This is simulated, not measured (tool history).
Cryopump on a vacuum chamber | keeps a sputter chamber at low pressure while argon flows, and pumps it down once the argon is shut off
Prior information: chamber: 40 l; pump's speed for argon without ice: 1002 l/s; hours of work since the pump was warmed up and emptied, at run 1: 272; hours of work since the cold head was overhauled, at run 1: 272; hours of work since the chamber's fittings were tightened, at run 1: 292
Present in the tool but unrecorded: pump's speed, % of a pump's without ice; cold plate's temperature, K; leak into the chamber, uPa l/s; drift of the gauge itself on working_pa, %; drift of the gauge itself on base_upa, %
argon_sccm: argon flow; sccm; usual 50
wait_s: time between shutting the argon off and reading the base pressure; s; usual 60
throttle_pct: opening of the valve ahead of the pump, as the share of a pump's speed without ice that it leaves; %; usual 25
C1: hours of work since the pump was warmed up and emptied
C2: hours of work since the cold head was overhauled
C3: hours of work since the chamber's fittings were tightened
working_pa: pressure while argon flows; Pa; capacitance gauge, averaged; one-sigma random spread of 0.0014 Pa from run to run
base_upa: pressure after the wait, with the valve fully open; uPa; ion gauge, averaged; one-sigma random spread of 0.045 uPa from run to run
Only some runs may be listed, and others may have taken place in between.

run 1 hour=0.0 | argon_sccm=50 wait_s=60 throttle_pct=25 | C1=272 C2=272 C3=292 | working_pa=0.3461 base_upa=3.42
run 2 hour=22.1 | argon_sccm=50 wait_s=106 throttle_pct=25 | C1=288 C2=288 C3=308 | working_pa=0.3449 base_upa=2.44
run 3 hour=34.0 | argon_sccm=50 wait_s=106 throttle_pct=25 | C1=297 C2=297 C3=317 | working_pa=0.3457 base_upa=2.46
run 4 hour=49.3 | argon_sccm=50 wait_s=106 throttle_pct=25 | C1=309 C2=309 C3=329 | working_pa=0.3450 base_upa=2.46
run 5 hour=63.4 | argon_sccm=50 wait_s=106 throttle_pct=25 | C1=319 C2=319 C3=339 | working_pa=0.3496 base_upa=2.48
run 6 hour=81.5 | argon_sccm=50 wait_s=29 throttle_pct=25 | C1=333 C2=333 C3=353 | working_pa=0.3480 base_upa=6.24
run 7 hour=98.6 | argon_sccm=50 wait_s=29 throttle_pct=25 | C1=346 C2=346 C3=366 | working_pa=0.3483 base_upa=6.18
run 8 hour=109.0 | argon_sccm=50 wait_s=29 throttle_pct=25 | C1=353 C2=353 C3=373 | working_pa=0.3487 base_upa=6.32
run 9 hour=126.3 | argon_sccm=50 wait_s=29 throttle_pct=25 | C1=366 C2=366 C3=386 | working_pa=0.3511 base_upa=6.26
run 10 hour=145.8 | argon_sccm=50 wait_s=29 throttle_pct=25 | C1=381 C2=381 C3=401 | working_pa=0.3497 base_upa=6.32
run 11 hour=165.6 | argon_sccm=50 wait_s=29 throttle_pct=25 | C1=396 C2=396 C3=416 | working_pa=0.3523 base_upa=6.28
run 12 hour=188.0 | argon_sccm=50 wait_s=60 throttle_pct=25 | C1=413 C2=413 C3=433 | working_pa=0.3505 base_upa=3.78
run 13 hour=212.8 | argon_sccm=50 wait_s=60 throttle_pct=25 | C1=431 C2=431 C3=451 | working_pa=0.3504 base_upa=3.99
run 14 hour=224.3 | argon_sccm=77 wait_s=60 throttle_pct=25 | C1=440 C2=440 C3=460 | working_pa=0.5435 base_upa=3.85
run 15 hour=241.3 | argon_sccm=49 wait_s=60 throttle_pct=25 | C1=452 C2=452 C3=472 | working_pa=0.3483 base_upa=3.95
run 16 hour=257.9 | argon_sccm=49 wait_s=60 throttle_pct=25 | C1=465 C2=465 C3=485 | working_pa=0.3476 base_upa=3.97
run 17 hour=272.6 | argon_sccm=50 wait_s=60 throttle_pct=25 | C1=476 C2=476 C3=496 | working_pa=0.3545 base_upa=3.98
run 18 hour=292.4 | argon_sccm=50 wait_s=60 throttle_pct=25 | C1=491 C2=491 C3=511 | working_pa=0.3543 base_upa=4.08
run 19 hour=310.2 | argon_sccm=65 wait_s=60 throttle_pct=25 | C1=504 C2=504 C3=524 | working_pa=0.4593 base_upa=4.19
run 20 hour=329.5 | argon_sccm=27 wait_s=21 throttle_pct=53 | C1=518 C2=518 C3=538 | working_pa=0.0961 base_upa=8.58
run 21 hour=349.7 | argon_sccm=46 wait_s=32 throttle_pct=25 | C1=534 C2=534 C3=554 | working_pa=0.3278 base_upa=6.37
run 22 hour=361.2 | argon_sccm=46 wait_s=178 throttle_pct=41 | C1=542 C2=542 C3=562 | working_pa=0.2082 base_upa=2.59
run 23 hour=385.8 | argon_sccm=46 wait_s=186 throttle_pct=35 | C1=561 C2=561 C3=581 | working_pa=0.2397 base_upa=2.69
run 24 hour=410.7 | argon_sccm=21 wait_s=90 throttle_pct=56 | C1=579 C2=579 C3=599 | working_pa=0.0719 base_upa=3.49
run 25 hour=423.5 | argon_sccm=72 wait_s=60 throttle_pct=15 | C1=589 C2=589 C3=609 | working_pa=0.8450 base_upa=4.39
run 26 hour=435.4 | argon_sccm=72 wait_s=60 throttle_pct=15 | C1=598 C2=598 C3=618 | working_pa=0.8375 base_upa=4.35
run 27 hour=455.3 | argon_sccm=72 wait_s=55 throttle_pct=15 | C1=613 C2=613 C3=633 | working_pa=0.8500 base_upa=4.58
run 28 hour=477.6 | argon_sccm=77 wait_s=60 throttle_pct=32 | C1=629 C2=629 C3=649 | working_pa=0.4441 base_upa=4.61
run 29 hour=491.5 | argon_sccm=31 wait_s=74 throttle_pct=23 | C1=640 C2=640 C3=660 | working_pa=0.2394 base_upa=4.13
run 30 hour=508.2 | argon_sccm=40 wait_s=29 throttle_pct=25 | C1=652 C2=652 C3=672 | working_pa=0.2909 base_upa=7.02
-- hour=524.9 pump warmed up, emptied and cooled again
run 31 hour=529.7 | argon_sccm=40 wait_s=29 throttle_pct=25 | C1=4 C2=665 C3=685 | working_pa=0.2704 base_upa=6.87
run 32 hour=545.6 | argon_sccm=40 wait_s=29 throttle_pct=25 | C1=15 C2=676 C3=696 | working_pa=0.2702 base_upa=6.80
run 33 hour=566.2 | argon_sccm=59 wait_s=60 throttle_pct=21 | C1=31 C2=692 C3=712 | working_pa=0.4775 base_upa=4.13

Alternative continuations, all from the tool just after run 33; predict every row:
run A hour=591.4 | argon_sccm=61 wait_s=255 throttle_pct=42 | C1=50 C2=711 C3=731 | working_pa=? base_upa=?
run B hour=591.4 | argon_sccm=50 wait_s=60 throttle_pct=44 | C1=50 C2=711 C3=731 | working_pa=? base_upa=?
run C hour=591.4 | argon_sccm=22 wait_s=287 throttle_pct=17 | C1=50 C2=711 C3=731 | working_pa=? base_upa=?

run=A working_pa=0.2474 base_upa=2.46
run=B working_pa=0.1934 base_upa=4.34
run=C working_pa=0.2206 base_upa=2.46
Had the tool no hidden state, the same runs would have come out as:
run=A working_pa=0.2440 base_upa=0.84
run=B working_pa=0.1906 base_upa=2.70
run=C working_pa=0.2193 base_upa=0.82

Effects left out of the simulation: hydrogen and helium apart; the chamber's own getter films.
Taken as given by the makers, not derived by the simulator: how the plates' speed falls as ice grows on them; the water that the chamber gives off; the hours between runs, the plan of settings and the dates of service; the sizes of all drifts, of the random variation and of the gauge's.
